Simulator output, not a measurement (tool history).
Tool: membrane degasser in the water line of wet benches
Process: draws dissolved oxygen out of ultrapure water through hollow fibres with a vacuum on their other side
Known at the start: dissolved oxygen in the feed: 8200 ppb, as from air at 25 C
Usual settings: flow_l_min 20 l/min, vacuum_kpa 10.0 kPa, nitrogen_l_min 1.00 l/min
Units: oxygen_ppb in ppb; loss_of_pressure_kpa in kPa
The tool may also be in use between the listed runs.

run	hour	flow_l_min	vacuum_kpa	nitrogen_l_min	oxygen_ppb	loss_of_pressure_kpa
1	0.0	20	10.0	1.00	295.2	43.69
# hour 92.2: seals of the vacuum lines changed
2	108.1	20	10.0	1.00	295.2	43.53
3	207.0	20	10.0	1.00	296.9	43.73
4	276.4	20	10.0	1.00	296.0	43.92
5	379.3	20	10.0	1.00	296.0	44.09
6	481.1	20	10.0	1.00	297.1	43.78
7	526.6	20	10.0	0.49	526.3	43.54
8	620.9	31	9.5	0.48	685.2	68.08
9	728.7	18	16.8	1.02	511.5	39.84
10	805.4	15	10.0	1.00	230.0	32.63
11	865.0	15	10.0	1.00	229.2	33.14
12	935.0	31	10.0	0.41	818.8	68.25
13	1036.7	13	23.9	0.41	1213.7	28.94
14	1108.8	27	23.9	1.32	856.8	59.60

Forecast each of these 4 alternatives for the next run:
A	1178.3	20	10.0	0.44	?	?
B	1178.3	18	6.8	1.32	?	?
C	1178.3	19	10.0	1.26	?	?
D	1178.3	17	10.0	1.61	?	?

run	oxygen_ppb	loss_of_pressure_kpa
A	573.8	43.92
B	113.2	39.54
C	231.3	41.95
D	166.4	37.25
Without the tool's hidden state the same runs would have given:
run	oxygen_ppb	loss_of_pressure_kpa
A	573.5	43.34
B	113.1	39.02
C	231.2	41.39
D	166.3	36.75

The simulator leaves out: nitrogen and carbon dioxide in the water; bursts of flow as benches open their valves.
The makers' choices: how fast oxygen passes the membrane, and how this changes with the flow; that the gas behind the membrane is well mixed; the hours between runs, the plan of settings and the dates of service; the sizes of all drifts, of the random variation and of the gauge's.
